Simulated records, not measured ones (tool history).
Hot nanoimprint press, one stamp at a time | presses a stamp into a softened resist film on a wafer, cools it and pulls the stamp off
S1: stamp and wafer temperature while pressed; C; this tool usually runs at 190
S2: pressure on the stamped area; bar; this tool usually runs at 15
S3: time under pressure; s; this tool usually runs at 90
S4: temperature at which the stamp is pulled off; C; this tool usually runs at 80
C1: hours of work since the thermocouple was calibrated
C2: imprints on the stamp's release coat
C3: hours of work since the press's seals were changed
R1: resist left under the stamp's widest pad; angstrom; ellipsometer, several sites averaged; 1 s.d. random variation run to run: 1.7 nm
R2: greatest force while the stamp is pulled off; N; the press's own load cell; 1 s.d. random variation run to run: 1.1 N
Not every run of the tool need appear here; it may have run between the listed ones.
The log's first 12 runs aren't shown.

{"run": 13, "hour": 372.3, "S1": 181, "S2": 15, "S3": 90, "S4": 80, "C1": 440, "C2": 1446, "C3": 725, "R1": 4739, "R2": 108}
{"run": 14, "hour": 410.4, "S1": 181, "S2": 15, "S3": 90, "S4": 80, "C1": 458, "C2": 1535, "C3": 743, "R1": 4755, "R2": 113}
{"run": 15, "hour": 446.7, "S1": 181, "S2": 15, "S3": 90, "S4": 80, "C1": 475, "C2": 1620, "C3": 760, "R1": 4701, "R2": 110}
{"hour": 455.5, "done": "stamp cleaned and given a new release coat"}
{"run": 16, "hour": 474.6, "S1": 198, "S2": 21.4, "S3": 90, "S4": 73, "C1": 485, "C2": 45, "C3": 770, "R1": 2027, "R2": 119}
{"run": 17, "hour": 513.5, "S1": 198, "S2": 23.6, "S3": 90, "S4": 73, "C1": 504, "C2": 135, "C3": 789, "R1": 1923, "R2": 121}
{"run": 18, "hour": 548.5, "S1": 190, "S2": 23.6, "S3": 179, "S4": 80, "C1": 520, "C2": 217, "C3": 805, "R1": 2111, "R2": 109}
{"run": 19, "hour": 572.6, "S1": 190, "S2": 23.6, "S3": 179, "S4": 80, "C1": 531, "C2": 273, "C3": 816, "R1": 2085, "R2": 109}
{"hour": 594.8, "done": "gauge calibrated"}
{"run": 20, "hour": 598.9, "S1": 196, "S2": 21.6, "S3": 69, "S4": 80, "C1": 544, "C2": 335, "C3": 829, "R1": 2368, "R2": 109}
{"run": 21, "hour": 629.2, "S1": 179, "S2": 10.3, "S3": 90, "S4": 73, "C1": 558, "C2": 405, "C3": 843, "R1": 5639, "R2": 120}
{"run": 22, "hour": 658.3, "S1": 182, "S2": 17, "S3": 90, "S4": 80, "C1": 571, "C2": 473, "C3": 857, "R1": 4290, "R2": 109}
{"hour": 674.8, "done": "plate thermocouple calibrated"}
{"run": 23, "hour": 684.1, "S1": 190, "S2": 9.5, "S3": 90, "S4": 80, "C1": 4, "C2": 526, "C3": 867, "R1": 4281, "R2": 109}
{"hour": 730.7, "done": "press's hydraulic seals changed and the load cell set to zero"}
{"run": 24, "hour": 730.7, "S1": 186, "S2": 13.2, "S3": 106, "S4": 80, "C1": 22, "C2": 616, "C3": 0, "R1": 4033, "R2": 108}
{"run": 25, "hour": 770.5, "S1": 186, "S2": 9.4, "S3": 106, "S4": 87, "C1": 41, "C2": 709, "C3": 19, "R1": 4691, "R2": 96}
{"run": 26, "hour": 799.0, "S1": 182, "S2": 13.8, "S3": 90, "S4": 79, "C1": 54, "C2": 776, "C3": 32, "R1": 4794, "R2": 108}
{"run": 27, "hour": 841.1, "S1": 184, "S2": 13.8, "S3": 73, "S4": 79, "C1": 74, "C2": 874, "C3": 52, "R1": 4704, "R2": 112}
{"run": 28, "hour": 876.3, "S1": 190, "S2": 17.5, "S3": 87, "S4": 80, "C1": 91, "C2": 956, "C3": 68, "R1": 3165, "R2": 107}
{"run": 29, "hour": 896.4, "S1": 179, "S2": 13.9, "S3": 46, "S4": 68, "C1": 100, "C2": 1003, "C3": 78, "R1": 5846, "R2": 129}
{"run": 30, "hour": 934.2, "S1": 179, "S2": 13.9, "S3": 179, "S4": 82, "C1": 118, "C2": 1091, "C3": 95, "R1": 4407, "R2": 107}

Forecast each of these 3 alternatives for the next run:
{"run": "A", "hour": 973.4, "S1": 190, "S2": 15, "S3": 101, "S4": 88, "C1": 136, "C2": 1182, "C3": 114, "R1": "?", "R2": "?"}
{"run": "B", "hour": 973.4, "S1": 190, "S2": 15, "S3": 49, "S4": 80, "C1": 136, "C2": 1182, "C3": 114, "R1": "?", "R2": "?"}
{"run": "C", "hour": 973.4, "S1": 179, "S2": 13.6, "S3": 179, "S4": 81, "C1": 136, "C2": 1182, "C3": 114, "R1": "?", "R2": "?"}

run=A R1=3338 R2=98
run=B R1=4140 R2=109
run=C R1=4448 R2=108
Without the tool's hidden state the same runs would have given:
run=A R1=3284 R2=98
run=B R1=4072 R2=109
run=C R1=4376 R2=107

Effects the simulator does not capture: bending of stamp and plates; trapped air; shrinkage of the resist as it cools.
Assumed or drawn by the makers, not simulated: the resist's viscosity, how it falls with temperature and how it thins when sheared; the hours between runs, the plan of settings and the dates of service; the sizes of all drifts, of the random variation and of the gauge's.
